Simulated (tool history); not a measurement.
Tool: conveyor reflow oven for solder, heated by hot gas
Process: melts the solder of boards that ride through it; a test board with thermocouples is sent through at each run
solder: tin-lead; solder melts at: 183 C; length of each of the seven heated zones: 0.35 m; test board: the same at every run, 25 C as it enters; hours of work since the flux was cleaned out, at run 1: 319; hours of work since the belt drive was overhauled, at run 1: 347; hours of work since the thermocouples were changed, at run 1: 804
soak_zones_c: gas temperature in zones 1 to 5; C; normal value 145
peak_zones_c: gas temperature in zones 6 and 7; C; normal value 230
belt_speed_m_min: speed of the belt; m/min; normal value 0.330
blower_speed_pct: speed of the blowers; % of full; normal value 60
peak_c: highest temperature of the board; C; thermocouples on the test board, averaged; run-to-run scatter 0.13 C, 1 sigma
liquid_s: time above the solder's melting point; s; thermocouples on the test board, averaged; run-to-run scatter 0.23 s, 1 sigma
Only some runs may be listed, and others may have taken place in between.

run   hour  soak_zones_c  peak_zones_c  belt_speed_m_min  blower_speed_pct  hours of work since the flux was cleaned out  hours of work since the belt drive was overhauled  hours of work since the thermocouples were changed  peak_c  liquid_s
  1    0.0           145           230             0.330                60                                           319                                                347                                                 804   216.5      99.7
  2   11.6           145           230             0.330                60                                           326                                                355                                                 811   216.5     100.3
  3   27.1           145           230             0.330                60                                           335                                                364                                                 820   216.7     100.1
  4   37.6           145           230             0.330                60                                           341                                                370                                                 826   216.4     100.0
  5   47.7           148           230             0.330                60                                           348                                                376                                                 832   216.9     103.0
  6   56.3           148           230             0.330                60                                           353                                                382                                                 838   216.9     102.6
  7   74.9           148           230             0.330                60                                           364                                                393                                                 849   216.9     102.9
  8   85.5           145           230             0.330                60                                           370                                                399                                                 855   216.5     100.2
  9   95.3           145           230             0.330                60                                           376                                                405                                                 861   216.3     100.3
 10  110.9           138           230             0.330                60                                           386                                                415                                                 871   215.1      93.9
 11  122.9           138           230             0.330                60                                           393                                                422                                                 878   215.1      93.3
     128.4  -- belt drive overhauled, speed set with a stopwatch
     135.8  -- thermocouples of zones 6 and 7 changed
 12  139.4           145           230             0.330                55                                           399                                                  5                                                   2   214.2      97.4
 13  147.1           135           230             0.330                60                                           404                                                 10                                                   7   213.8      90.5
 14  164.2           157           228             0.274                81                                           415                                                 20                                                  17   222.5     142.8
     178.3  -- belt drive overhauled, speed set with a stopwatch, once more
 15  178.3           131           230             0.287                86                                           421                                                  0                                                  23   221.3     115.1
 16  189.5           131           230             0.287                86                                           427                                                  7                                                  30   221.5     115.4
 17  206.3           156           220             0.399                60                                           438                                                 17                                                  40   203.3      68.5

Predict each of these 5 candidate next runs independently; none follows another, all start after run 17:
  A  219.2           156           239             0.274                60                                           445                                                 25                                                  48       ?         ?
  B  219.2           145           225             0.332                60                                           445                                                 25                                                  48       ?         ?
  C  219.2           158           230             0.382                56                                           445                                                 25                                                  48       ?         ?
  D  219.2           147           230             0.400                84                                           445                                                 25                                                  48       ?         ?
  E  219.2           145           230             0.383                60                                           445                                                 25                                                  48       ?         ?

run  peak_c  liquid_s
  A   229.3     145.6
  B   210.5      89.6
  C   212.0      87.1
  D   214.7      80.3
  E   210.0      75.3
Stripped of hidden state, with their random variation kept, the same runs would have yielded:
run  peak_c  liquid_s
  A   230.9     146.8
  B   212.7      94.0
  C   214.3      90.9
  D   217.8      84.6
  E   212.8      80.1
